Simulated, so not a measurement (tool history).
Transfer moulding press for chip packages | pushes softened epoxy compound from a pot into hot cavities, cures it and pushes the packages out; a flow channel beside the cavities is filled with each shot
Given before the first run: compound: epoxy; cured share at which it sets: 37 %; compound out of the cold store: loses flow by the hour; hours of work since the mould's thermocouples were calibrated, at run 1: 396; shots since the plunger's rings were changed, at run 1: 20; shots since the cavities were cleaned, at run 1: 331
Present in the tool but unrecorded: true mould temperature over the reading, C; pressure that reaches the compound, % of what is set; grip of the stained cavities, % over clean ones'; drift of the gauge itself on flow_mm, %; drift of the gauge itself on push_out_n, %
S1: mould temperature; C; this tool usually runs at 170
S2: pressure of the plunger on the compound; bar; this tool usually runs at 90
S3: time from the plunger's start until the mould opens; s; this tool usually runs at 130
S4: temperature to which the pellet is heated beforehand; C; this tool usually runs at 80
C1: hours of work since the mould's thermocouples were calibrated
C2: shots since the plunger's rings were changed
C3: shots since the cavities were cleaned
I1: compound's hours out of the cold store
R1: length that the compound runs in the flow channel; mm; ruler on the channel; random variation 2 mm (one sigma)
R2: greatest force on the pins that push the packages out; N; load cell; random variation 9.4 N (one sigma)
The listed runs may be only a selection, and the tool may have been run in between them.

{"run": 1, "hour": 0.0, "S1": 170, "S2": 90, "S3": 130, "S4": 80, "C1": 396, "C2": 20, "C3": 331, "I1": 15.9, "R1": 596, "R2": 843}
{"hour": 17.3, "done": "cavities cleaned with cleaning compound and waxed"}
{"run": 2, "hour": 22.8, "S1": 170, "S2": 90, "S3": 130, "S4": 80, "C1": 406, "C2": 158, "C3": 36, "I1": 30.4, "R1": 574, "R2": 497}
{"run": 3, "hour": 61.8, "S1": 170, "S2": 90, "S3": 130, "S4": 80, "C1": 423, "C2": 409, "C3": 287, "I1": 14.7, "R1": 589, "R2": 800}
{"hour": 85.0, "done": "cavities cleaned with cleaning compound and waxed"}
{"run": 4, "hour": 112.1, "S1": 170, "S2": 90, "S3": 130, "S4": 80, "C1": 445, "C2": 723, "C3": 174, "I1": 13.8, "R1": 592, "R2": 674}
{"hour": 151.6, "done": "cavities cleaned with cleaning compound and waxed"}
{"run": 5, "hour": 161.2, "S1": 170, "S2": 90, "S3": 130, "S4": 80, "C1": 467, "C2": 1030, "C3": 62, "I1": 34.1, "R1": 563, "R2": 502}
{"run": 6, "hour": 185.1, "S1": 169, "S2": 90, "S3": 130, "S4": 80, "C1": 477, "C2": 1184, "C3": 216, "I1": 36.0, "R1": 563, "R2": 716}

Expected results for the next run?
{"run": 7, "hour": 207.7, "S1": 170, "S2": 72, "S3": 150, "S4": 71, "C1": 487, "C2": 1329, "C3": 361, "I1": 13.1, "R1": "?", "R2": "?"}

Run 7 came out at R1 529 mm, R2 673 N.
The same run, on a tool lacking any hidden state, would have yielded R1 536 mm, R2 356 N.
